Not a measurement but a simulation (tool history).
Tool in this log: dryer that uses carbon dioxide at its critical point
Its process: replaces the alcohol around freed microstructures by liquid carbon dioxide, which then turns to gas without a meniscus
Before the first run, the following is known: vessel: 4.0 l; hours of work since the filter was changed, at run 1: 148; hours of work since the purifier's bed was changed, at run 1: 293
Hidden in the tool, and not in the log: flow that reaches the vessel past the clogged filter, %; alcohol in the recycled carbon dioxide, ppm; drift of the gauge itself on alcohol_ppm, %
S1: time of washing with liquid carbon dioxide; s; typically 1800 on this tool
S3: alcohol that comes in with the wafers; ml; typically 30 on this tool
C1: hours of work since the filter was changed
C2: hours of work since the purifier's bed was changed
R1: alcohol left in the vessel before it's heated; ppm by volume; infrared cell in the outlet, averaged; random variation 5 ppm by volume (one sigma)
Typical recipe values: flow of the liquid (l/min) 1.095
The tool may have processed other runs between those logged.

{"run": 1, "day": 0.0, "S1": 1800, "flow of the liquid (l/min)": 1.095, "S3": 30, "C1": 148, "C2": 293, "R1": 35}
{"run": 2, "day": 0.55, "S1": 1800, "flow of the liquid (l/min)": 1.095, "S3": 30, "C1": 155, "C2": 301, "R1": 38}
{"run": 3, "day": 1.188, "S1": 1800, "flow of the liquid (l/min)": 0.69, "S3": 30, "C1": 163, "C2": 309, "R1": 118}
{"run": 4, "day": 1.608, "S1": 1800, "flow of the liquid (l/min)": 1.69, "S3": 30, "C1": 169, "C2": 314, "R1": 28}
{"run": 5, "day": 2.238, "S1": 1800, "flow of the liquid (l/min)": 1.69, "S3": 30, "C1": 177, "C2": 322, "R1": 17}
{"run": 6, "day": 2.783, "S1": 2820, "flow of the liquid (l/min)": 1.095, "S3": 30, "C1": 184, "C2": 330, "R1": 22}
{"run": 7, "day": 3.279, "S1": 2220, "flow of the liquid (l/min)": 1.095, "S3": 28, "C1": 190, "C2": 336, "R1": 27}
{"run": 8, "day": 4.046, "S1": 1440, "flow of the liquid (l/min)": 0.74, "S3": 28, "C1": 200, "C2": 346, "R1": 226}
{"day": 4.617, "done": "inlet filter changed"}
{"run": 9, "day": 5.092, "S1": 1800, "flow of the liquid (l/min)": 0.97, "S3": 80, "C1": 6, "C2": 359, "R1": 56}
{"run": 10, "day": 5.925, "S1": 2160, "flow of the liquid (l/min)": 0.69, "S3": 30, "C1": 17, "C2": 370, "R1": 48}
{"run": 11, "day": 6.8, "S1": 1200, "flow of the liquid (l/min)": 0.67, "S3": 21, "C1": 28, "C2": 381, "R1": 288}

Below are 3 alternative next runs, each starting from the tool's condition after run 11. Predict each:
{"run": "A", "day": 7.212, "S1": 2640, "flow of the liquid (l/min)": 1.47, "S3": 59, "C1": 34, "C2": 387, "R1": "?"}
{"run": "B", "day": 7.212, "S1": 1200, "flow of the liquid (l/min)": 1.21, "S3": 21, "C1": 34, "C2": 387, "R1": "?"}
{"run": "C", "day": 7.212, "S1": 1800, "flow of the liquid (l/min)": 1.095, "S3": 39, "C1": 34, "C2": 387, "R1": "?"}

run=A R1=34
run=B R1=50
run=C R1=37
Stripped of hidden state, with their random variation kept, the same runs would have yielded:
run=A R1=9
run=B R1=22
run=C R1=10
